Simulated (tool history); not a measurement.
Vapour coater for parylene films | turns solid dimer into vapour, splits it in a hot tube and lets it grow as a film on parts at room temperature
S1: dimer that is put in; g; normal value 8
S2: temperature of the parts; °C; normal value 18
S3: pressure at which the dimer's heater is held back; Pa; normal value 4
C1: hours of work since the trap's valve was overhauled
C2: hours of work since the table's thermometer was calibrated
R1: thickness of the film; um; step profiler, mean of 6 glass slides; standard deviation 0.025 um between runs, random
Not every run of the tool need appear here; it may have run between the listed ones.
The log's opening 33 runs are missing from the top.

run	hour	S1	S2	S3	C1	C2	R1
34	717.1	10	22	2.93	36	397	3.04
35	737.2	8	12	11.59	46	407	2.76
36	765.4	5	16	5.12	59	421	1.64
37	789.6	5	23	6.45	71	432	1.32
38	803.4	5	23	6.45	77	439	1.39
39	821.2	3	16	2.95	86	447	1.04
40	842.2	10	11	2.95	96	457	3.82
41	856.7	10	11	2.95	103	464	3.85
42	871	5	18	2.01	110	471	1.63
43	891.1	5	18	2.01	119	481	1.65
44	906.4	5	18	2.01	127	488	1.63
45	931.1	10	13	3.89	139	500	3.46
46	957.1	5	18	4	151	513	1.53
47	973.2	5	16	4	159	520	1.59

Consider 3 possible next runs. They are alternatives, not a sequence: every one starts from the tool as it was left by run 47. What does each give?
A	994.4	13	10	11.18	169	531	?
B	994.4	5	18	4	169	531	?
C	994.4	5	11	3.77	169	531	?

run	R1
A	4.4
B	1.49
C	1.79
Take away the tool's hidden state, keep each run's random variation, and the runs would have read:
run	R1
A	4.86
B	1.64
C	1.98
